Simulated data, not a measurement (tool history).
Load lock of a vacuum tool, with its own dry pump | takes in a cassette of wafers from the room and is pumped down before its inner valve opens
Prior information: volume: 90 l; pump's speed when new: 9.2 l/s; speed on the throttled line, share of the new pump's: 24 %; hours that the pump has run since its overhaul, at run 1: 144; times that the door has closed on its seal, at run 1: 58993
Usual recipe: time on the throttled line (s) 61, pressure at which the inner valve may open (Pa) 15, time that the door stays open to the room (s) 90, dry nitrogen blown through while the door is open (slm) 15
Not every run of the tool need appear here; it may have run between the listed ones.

run,hour,time on the throttled line (s),pressure at which the inner valve may open (Pa),time that the door stays open to the room (s),dry nitrogen blown through while the door is open (slm),hours that the pump has run since its overhaul,times that the door has closed on its seal,"incoming humidity of the room's air, %",time from the closed door until the inner valve may open (s),rise of the pressure with all valves shut (Pa/min)
1,0,61,15,90,15,144,58993,44.9,132.9,0.13
2,357.1,61,15,90,15,501,60289,43.5,135,0.136
3,645.8,61,15,90,15,789,61337,44.9,132.6,0.142
4,871.1,61,15,90,6,1015,62155,45.1,134.2,0.151
5,1188.3,61,15,90,15,1332,63306,46.4,133.9,0.153
6,1578.1,61,15,90,15,1722,64721,43,133.8,0.154
7,2024.6,61,15,90,15,2168,66341,46.4,133.1,0.163
8,2300.9,61,18,90,15,2444,67344,44.4,132.7,0.172
9,2624.3,61,18,90,15,2768,68518,49.3,133,0.173
10,2926.6,61,15,90,15,3070,69615,43.9,134.3,0.166
11,3300.6,104,16,90,15,3444,70973,45.1,166.6,0.176
12,3602.7,57,14,230,35,3746,72069,43.7,131.7,0.169
13,4025.7,57,14,230,35,4169,73604,44.2,132.8,0.179
14,4306.9,103,14,88,8,4450,74625,45.5,169.3,0.19
15,4569.9,103,14,88,36,4713,75580,42.4,167.6,0.179
16,4831.6,68,15,205,7,4975,76530,46.9,140,0.207
# hour 5032.9: door's seal changed, seat wiped
17,5108.6,64,14,64,12,5251,275,44.2,138.2,0.021
18,5434.5,48,15,90,8,5577,1458,46.2,124.6,0.031
19,5636.4,48,15,90,8,5778,2190,46.8,126.1,0.036

Here are 4 independent what-if runs from the current tool condition. What would each one return?
A,6008.7,48,15,62,34,6151,3542,44,?,?
B,6008.7,48,15,89,8,6151,3542,46.1,?,?
C,6008.7,48,26,167,14,6151,3542,45.7,?,?
D,6008.7,114,15,198,40,6151,3542,45.3,?,?

run,time from the closed door until the inner valve may open (s),rise of the pressure with all valves shut (Pa/min)
A,125.1,0.023
B,124.9,0.037
C,120.1,0.039
D,176.9,0.024
With no hidden state in the tool, these same runs would have given:
run,time from the closed door until the inner valve may open (s),rise of the pressure with all valves shut (Pa/min)
A,122.9,0.02
B,122.8,0.035
C,118,0.037
D,175.2,0.022
